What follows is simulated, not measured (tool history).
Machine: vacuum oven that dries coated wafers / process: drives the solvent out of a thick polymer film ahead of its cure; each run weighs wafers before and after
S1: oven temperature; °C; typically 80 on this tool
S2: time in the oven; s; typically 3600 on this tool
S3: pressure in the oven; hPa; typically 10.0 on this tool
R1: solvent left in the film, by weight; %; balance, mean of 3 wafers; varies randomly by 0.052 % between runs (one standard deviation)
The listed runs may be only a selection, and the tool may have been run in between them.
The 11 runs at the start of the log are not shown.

run 12 hour=189.2 | S1=80 S2=3600 S3=10.0 | R1=2.57
run 13 hour=203.7 | S1=92 S2=3600 S3=10.0 | R1=0.69
run 14 hour=226.5 | S1=80 S2=3600 S3=8.8 | R1=2.45
run 15 hour=241.5 | S1=80 S2=3600 S3=7.6 | R1=2.32
run 16 hour=263.2 | S1=80 S2=3600 S3=7.6 | R1=2.47
run 17 hour=273.5 | S1=80 S2=3600 S3=7.6 | R1=2.33
run 18 hour=284.2 | S1=86 S2=3600 S3=23.9 | R1=2.13
run 19 hour=303.2 | S1=86 S2=2520 S3=23.9 | R1=2.99
run 20 hour=316.0 | S1=86 S2=2520 S3=23.9 | R1=3.01
run 21 hour=335.1 | S1=86 S2=2520 S3=23.9 | R1=3.08
run 22 hour=356.7 | S1=86 S2=2520 S3=23.9 | R1=3.00
run 23 hour=379.8 | S1=87 S2=3900 S3=23.9 | R1=1.76
run 24 hour=396.3 | S1=87 S2=3900 S3=23.9 | R1=1.80
run 25 hour=415.9 | S1=87 S2=3900 S3=23.9 | R1=1.73
run 26 hour=429.1 | S1=84 S2=5580 S3=15.9 | R1=1.27
run 27 hour=453.4 | S1=91 S2=3240 S3=20.0 | R1=1.41
run 28 hour=476.3 | S1=72 S2=3600 S3=31.2 | R1=6.06
run 29 hour=493.1 | S1=80 S2=2400 S3=24.9 | R1=4.68
run 30 hour=512.9 | S1=93 S2=3060 S3=36.1 | R1=1.99
run 31 hour=528.8 | S1=95 S2=3060 S3=25.5 | R1=1.19
run 32 hour=540.6 | S1=95 S2=3060 S3=25.5 | R1=1.28
run 33 hour=553.0 | S1=80 S2=2220 S3=21.6 | R1=4.90
run 34 hour=566.9 | S1=80 S2=2580 S3=8.4 | R1=3.61

Forecast each of these 3 alternatives for the next run:
run A hour=586.5 | S1=92 S2=1980 S3=10.0 | R1=?
run B hour=586.5 | S1=80 S2=4260 S3=10.0 | R1=?
run C hour=586.5 | S1=80 S2=6120 S3=8.4 | R1=?

run=A R1=1.91
run=B R1=2.02
run=C R1=1.19
Without the tool's unlogged condition, the same runs would have read:
run=A R1=1.92
run=B R1=1.99
run=C R1=1.12

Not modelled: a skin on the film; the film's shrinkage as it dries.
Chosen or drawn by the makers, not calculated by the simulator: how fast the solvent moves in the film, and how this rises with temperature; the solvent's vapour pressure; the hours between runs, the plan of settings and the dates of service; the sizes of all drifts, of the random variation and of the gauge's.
